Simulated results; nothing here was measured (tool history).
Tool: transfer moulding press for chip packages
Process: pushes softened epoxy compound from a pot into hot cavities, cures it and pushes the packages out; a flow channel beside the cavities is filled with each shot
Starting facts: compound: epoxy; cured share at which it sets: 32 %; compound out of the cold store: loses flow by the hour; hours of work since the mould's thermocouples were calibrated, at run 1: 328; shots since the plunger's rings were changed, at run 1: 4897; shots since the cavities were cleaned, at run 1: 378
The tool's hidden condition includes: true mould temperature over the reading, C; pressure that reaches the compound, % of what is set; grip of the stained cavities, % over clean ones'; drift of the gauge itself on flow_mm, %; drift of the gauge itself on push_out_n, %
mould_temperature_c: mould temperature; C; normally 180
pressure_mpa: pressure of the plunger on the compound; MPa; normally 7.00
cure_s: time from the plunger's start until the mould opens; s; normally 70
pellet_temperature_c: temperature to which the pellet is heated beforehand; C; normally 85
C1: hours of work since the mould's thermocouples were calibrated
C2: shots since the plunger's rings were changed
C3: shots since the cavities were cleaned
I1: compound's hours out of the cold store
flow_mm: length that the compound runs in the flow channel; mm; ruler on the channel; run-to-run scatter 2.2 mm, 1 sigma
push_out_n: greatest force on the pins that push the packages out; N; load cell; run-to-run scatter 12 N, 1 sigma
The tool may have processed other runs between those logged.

{"run": 1, "hour": 0.0, "mould_temperature_c": 180, "pressure_mpa": 7.0, "cure_s": 70, "pellet_temperature_c": 85, "C1": 328, "C2": 4897, "C3": 378, "I1": 9.0, "flow_mm": 616, "push_out_n": 1222}
{"run": 2, "hour": 18.6, "mould_temperature_c": 180, "pressure_mpa": 7.0, "cure_s": 70, "pellet_temperature_c": 85, "C1": 337, "C2": 5142, "C3": 623, "I1": 45.5, "flow_mm": 505, "push_out_n": 1119}
{"run": 3, "hour": 28.1, "mould_temperature_c": 180, "pressure_mpa": 7.0, "cure_s": 70, "pellet_temperature_c": 85, "C1": 342, "C2": 5266, "C3": 747, "I1": 40.5, "flow_mm": 520, "push_out_n": 1228}
{"hour": 49.3, "done": "plunger's sealing rings changed"}
{"hour": 51.9, "done": "cavities cleaned with cleaning compound and waxed"}
{"run": 4, "hour": 52.1, "mould_temperature_c": 177, "pressure_mpa": 7.0, "cure_s": 70, "pellet_temperature_c": 85, "C1": 351, "C2": 18, "C3": 2, "I1": 40.7, "flow_mm": 540, "push_out_n": 748}
{"run": 5, "hour": 63.4, "mould_temperature_c": 177, "pressure_mpa": 7.0, "cure_s": 70, "pellet_temperature_c": 85, "C1": 357, "C2": 167, "C3": 151, "I1": 9.2, "flow_mm": 645, "push_out_n": 1146}
{"run": 6, "hour": 80.0, "mould_temperature_c": 180, "pressure_mpa": 6.98, "cure_s": 70, "pellet_temperature_c": 85, "C1": 365, "C2": 385, "C3": 369, "I1": 36.9, "flow_mm": 545, "push_out_n": 970}
{"run": 7, "hour": 89.7, "mould_temperature_c": 180, "pressure_mpa": 7.0, "cure_s": 70, "pellet_temperature_c": 91, "C1": 370, "C2": 512, "C3": 496, "I1": 47.1, "flow_mm": 513, "push_out_n": 977}
{"run": 8, "hour": 102.3, "mould_temperature_c": 180, "pressure_mpa": 5.71, "cure_s": 70, "pellet_temperature_c": 85, "C1": 376, "C2": 678, "C3": 662, "I1": 39.2, "flow_mm": 490, "push_out_n": 1100}
{"run": 9, "hour": 115.0, "mould_temperature_c": 180, "pressure_mpa": 5.71, "cure_s": 70, "pellet_temperature_c": 85, "C1": 382, "C2": 845, "C3": 829, "I1": 36.3, "flow_mm": 491, "push_out_n": 1183}
{"run": 10, "hour": 124.4, "mould_temperature_c": 174, "pressure_mpa": 5.52, "cure_s": 91, "pellet_temperature_c": 84, "C1": 387, "C2": 969, "C3": 953, "I1": 10.3, "flow_mm": 577, "push_out_n": 1099}
{"hour": 130.7, "done": "cavities cleaned with cleaning compound and waxed"}
{"run": 11, "hour": 142.2, "mould_temperature_c": 174, "pressure_mpa": 5.52, "cure_s": 91, "pellet_temperature_c": 84, "C1": 395, "C2": 1182, "C3": 151, "I1": 10.1, "flow_mm": 577, "push_out_n": 713}
{"run": 12, "hour": 157.8, "mould_temperature_c": 174, "pressure_mpa": 5.52, "cure_s": 91, "pellet_temperature_c": 84, "C1": 403, "C2": 1388, "C3": 357, "I1": 46.8, "flow_mm": 468, "push_out_n": 775}
{"run": 13, "hour": 168.2, "mould_temperature_c": 182, "pressure_mpa": 7.33, "cure_s": 94, "pellet_temperature_c": 85, "C1": 408, "C2": 1525, "C3": 494, "I1": 28.3, "flow_mm": 574, "push_out_n": 618}
{"hour": 171.7, "done": "mould's thermocouples calibrated"}
{"run": 14, "hour": 186.3, "mould_temperature_c": 172, "pressure_mpa": 6.74, "cure_s": 78, "pellet_temperature_c": 89, "C1": 7, "C2": 1736, "C3": 705, "I1": 19.6, "flow_mm": 601, "push_out_n": 1747}
{"run": 15, "hour": 201.8, "mould_temperature_c": 175, "pressure_mpa": 7.0, "cure_s": 70, "pellet_temperature_c": 92, "C1": 15, "C2": 1940, "C3": 909, "I1": 15.7, "flow_mm": 620, "push_out_n": 1908}
{"hour": 211.6, "done": "cavities cleaned with cleaning compound and waxed"}
{"run": 16, "hour": 219.1, "mould_temperature_c": 183, "pressure_mpa": 5.85, "cure_s": 90, "pellet_temperature_c": 76, "C1": 23, "C2": 2148, "C3": 99, "I1": 14.4, "flow_mm": 553, "push_out_n": 455}
{"run": 17, "hour": 237.7, "mould_temperature_c": 183, "pressure_mpa": 5.85, "cure_s": 90, "pellet_temperature_c": 76, "C1": 32, "C2": 2392, "C3": 343, "I1": 15.1, "flow_mm": 549, "push_out_n": 577}
{"hour": 248.7, "done": "mould's thermocouples calibrated, once more"}
{"run": 18, "hour": 252.1, "mould_temperature_c": 183, "pressure_mpa": 5.85, "cure_s": 90, "pellet_temperature_c": 76, "C1": 2, "C2": 2555, "C3": 506, "I1": 23.5, "flow_mm": 523, "push_out_n": 617}

4 ways to go on from here, each from the tool as it stands after run 18. What would each give?
{"run": "A", "hour": 267.3, "mould_temperature_c": 174, "pressure_mpa": 7.0, "cure_s": 73, "pellet_temperature_c": 85, "C1": 9, "C2": 2756, "C3": 707, "I1": 34.2, "flow_mm": "?", "push_out_n": "?"}
{"run": "B", "hour": 267.3, "mould_temperature_c": 180, "pressure_mpa": 7.48, "cure_s": 70, "pellet_temperature_c": 76, "C1": 9, "C2": 2756, "C3": 707, "I1": 33.6, "flow_mm": "?", "push_out_n": "?"}
{"run": "C", "hour": 267.3, "mould_temperature_c": 183, "pressure_mpa": 5.85, "cure_s": 90, "pellet_temperature_c": 81, "C1": 9, "C2": 2756, "C3": 707, "I1": 47.7, "flow_mm": "?", "push_out_n": "?"}
{"run": "D", "hour": 267.3, "mould_temperature_c": 180, "pressure_mpa": 7.0, "cure_s": 68, "pellet_temperature_c": 85, "C1": 9, "C2": 2756, "C3": 707, "I1": 17.0, "flow_mm": "?", "push_out_n": "?"}

run=A flow_mm=555 push_out_n=1502
run=B flow_mm=565 push_out_n=1147
run=C flow_mm=453 push_out_n=671
run=D flow_mm=596 push_out_n=1254
With no hidden state in the tool, these same runs would have given:
run=A flow_mm=567 push_out_n=793
run=B flow_mm=577 push_out_n=609
run=C flow_mm=463 push_out_n=355
run=D flow_mm=609 push_out_n=662
